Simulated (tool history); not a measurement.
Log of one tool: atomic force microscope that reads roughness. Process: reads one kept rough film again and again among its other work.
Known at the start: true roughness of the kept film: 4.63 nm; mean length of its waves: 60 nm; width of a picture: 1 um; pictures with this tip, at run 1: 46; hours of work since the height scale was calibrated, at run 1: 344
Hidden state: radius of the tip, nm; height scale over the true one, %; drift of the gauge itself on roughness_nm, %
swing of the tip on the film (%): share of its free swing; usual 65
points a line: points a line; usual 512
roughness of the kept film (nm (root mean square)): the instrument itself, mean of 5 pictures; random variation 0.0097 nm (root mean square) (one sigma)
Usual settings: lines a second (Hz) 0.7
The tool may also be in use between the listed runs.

run,hour,lines a second (Hz),swing of the tip on the film (%),points a line,pictures with this tip,hours of work since the height scale was calibrated,roughness of the kept film (nm (root mean square))
1,0,0.7,65,512,46,344,4.309
2,15.2,0.7,65,512,64,352,4.278
3,27.8,0.7,65,512,79,358,4.253
4,48.9,0.7,65,512,105,369,4.238
# hour 50.5: new tip fitted
5,62.8,0.7,65,512,15,375,4.347
6,75.9,0.7,65,458,31,382,4.337
7,99.6,1.704,65,458,59,394,4.136
8,110.5,0.7,65,512,73,400,4.291
9,121.5,0.7,65,512,86,405,4.267
# hour 139.5: new tip fitted
10,144.6,0.7,65,555,6,417,4.377
11,158.7,1.742,65,555,23,424,4.146
12,174,0.7,65,480,42,432,4.325
13,196.5,0.7,65,480,69,443,4.292
14,214.7,0.7,65,512,91,452,4.252
# hour 227.5: new tip fitted
15,230.9,1.946,65,512,4,460,4.146
16,253.5,0.7,65,512,31,472,4.319
17,276.8,0.7,65,512,59,483,4.307
18,291.4,0.7,65,512,77,491,4.275
19,305.3,0.7,65,512,94,498,4.241
# hour 317: new tip fitted
20,325,0.7,65,512,10,508,4.367
21,334.9,0.7,65,512,22,513,4.353
# hour 338: height scale calibrated on a step standard
22,347.7,0.7,65,512,36,5,4.348
23,364.3,0.7,65,762,56,13,4.326
24,382,0.7,67,762,78,22,4.274
25,399.7,0.7,67,762,99,31,4.241
# hour 405.7: new tip fitted
26,417.6,0.7,65,512,14,40,4.384
27,433.9,0.7,65,512,34,48,4.349
28,451.2,0.525,66,429,55,57,4.334
29,466.7,0.832,80,429,73,65,4.052
# hour 471.9: height scale calibrated on a step standard, once more
30,489,0.896,63,850,99,9,4.206
# hour 495.3: new tip fitted
31,510.4,3.07,63,717,18,19,3.986
32,524,3.07,63,717,35,26,3.981
33,544.1,2.159,87,717,59,36,3.354
34,562.8,0.7,65,389,82,46,4.262
35,577.5,1.7,87,698,99,53,3.494
# hour 584.3: new tip fitted
36,588.4,1.7,87,698,5,59,3.595
37,600.7,2.653,87,276,20,65,3.215
38,611.7,2.653,77,681,33,70,3.597
39,622.8,0.7,56,534,47,76,4.375
40,641.3,3.511,65,493,69,85,3.82
41,654.1,3.511,65,493,84,92,3.781
# hour 672.1: new tip fitted
42,677.7,3.614,65,470,6,104,3.861
43,700.1,1.341,85,432,33,115,3.786
44,719.1,1.74,70,619,56,125,3.993
45,740.6,3.057,62,512,82,136,3.922
# hour 761.4: new tip fitted
46,762.4,3.057,62,512,1,146,4.04
47,776.5,3.057,62,512,18,153,3.995
48,796.4,3.057,71,1001,42,164,3.721
49,809.7,3.057,71,1001,58,170,3.696
50,830.7,0.635,57,1001,84,181,4.319
51,846.3,0.635,57,1001,102,189,4.309

4 ways to go on from here, each from the tool as it stands after run 51. What would each give?
# hour 850.4: new tip fitted
A,865.7,1.094,79,512,18,198,?
# hour 850.4: new tip fitted
B,865.7,0.635,57,476,18,198,?
# hour 850.4: new tip fitted
C,865.7,0.724,64,269,18,198,?
# hour 850.4: new tip fitted
D,865.7,3.786,69,294,18,198,?

run,roughness of the kept film (nm (root mean square))
A,4.037
B,4.394
C,4.35
D,3.671
Without the tool's hidden state the same runs would have given:
run,roughness of the kept film (nm (root mean square))
A,4.062
B,4.421
C,4.377
D,3.693

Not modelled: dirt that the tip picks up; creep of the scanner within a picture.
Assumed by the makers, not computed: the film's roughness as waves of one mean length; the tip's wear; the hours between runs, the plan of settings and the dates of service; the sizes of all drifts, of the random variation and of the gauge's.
